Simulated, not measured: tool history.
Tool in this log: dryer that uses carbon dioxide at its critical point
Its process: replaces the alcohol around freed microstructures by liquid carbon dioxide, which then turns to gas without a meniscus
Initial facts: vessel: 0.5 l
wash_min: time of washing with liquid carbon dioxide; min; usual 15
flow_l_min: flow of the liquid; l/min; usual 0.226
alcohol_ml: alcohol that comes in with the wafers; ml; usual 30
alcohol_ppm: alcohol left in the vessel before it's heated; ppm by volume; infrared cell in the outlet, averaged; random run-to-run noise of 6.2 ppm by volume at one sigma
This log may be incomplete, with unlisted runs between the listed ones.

{"run": 1, "hour": 0.0, "wash_min": 15, "flow_l_min": 0.226, "alcohol_ml": 30, "alcohol_ppm": 276}
{"run": 2, "hour": 6.4, "wash_min": 15, "flow_l_min": 0.226, "alcohol_ml": 30, "alcohol_ppm": 272}
{"run": 3, "hour": 15.9, "wash_min": 15, "flow_l_min": 0.226, "alcohol_ml": 30, "alcohol_ppm": 287}
{"run": 4, "hour": 25.5, "wash_min": 15, "flow_l_min": 0.226, "alcohol_ml": 30, "alcohol_ppm": 299}
{"run": 5, "hour": 34.5, "wash_min": 15, "flow_l_min": 0.226, "alcohol_ml": 30, "alcohol_ppm": 308}
{"run": 6, "hour": 42.7, "wash_min": 15, "flow_l_min": 0.226, "alcohol_ml": 61, "alcohol_ppm": 592}
{"run": 7, "hour": 52.6, "wash_min": 15, "flow_l_min": 0.226, "alcohol_ml": 61, "alcohol_ppm": 628}
{"run": 8, "hour": 62.0, "wash_min": 15, "flow_l_min": 0.226, "alcohol_ml": 61, "alcohol_ppm": 637}
{"run": 9, "hour": 67.4, "wash_min": 15, "flow_l_min": 0.226, "alcohol_ml": 61, "alcohol_ppm": 639}
{"run": 10, "hour": 72.3, "wash_min": 15, "flow_l_min": 0.226, "alcohol_ml": 61, "alcohol_ppm": 658}
{"run": 11, "hour": 81.6, "wash_min": 9, "flow_l_min": 0.257, "alcohol_ml": 79, "alcohol_ppm": 4293}
{"run": 12, "hour": 88.4, "wash_min": 9, "flow_l_min": 0.257, "alcohol_ml": 79, "alcohol_ppm": 4581}
{"run": 13, "hour": 94.0, "wash_min": 22, "flow_l_min": 0.204, "alcohol_ml": 79, "alcohol_ppm": 193}
{"run": 14, "hour": 99.2, "wash_min": 22, "flow_l_min": 0.204, "alcohol_ml": 79, "alcohol_ppm": 206}
{"run": 15, "hour": 103.5, "wash_min": 11, "flow_l_min": 0.221, "alcohol_ml": 30, "alcohol_ppm": 1500}
{"run": 16, "hour": 108.9, "wash_min": 11, "flow_l_min": 0.221, "alcohol_ml": 30, "alcohol_ppm": 1578}

Run 17, settings as shown, results not yet in. Your forecast:
{"run": 17, "hour": 113.9, "wash_min": 11, "flow_l_min": 0.221, "alcohol_ml": 30, "alcohol_ppm": "?"}

Run 17 gave alcohol_ppm 1590 ppm by volume.
Were there no unlogged condition in the tool, this run, its random variation unchanged, would have produced alcohol_ppm 1171 ppm by volume.
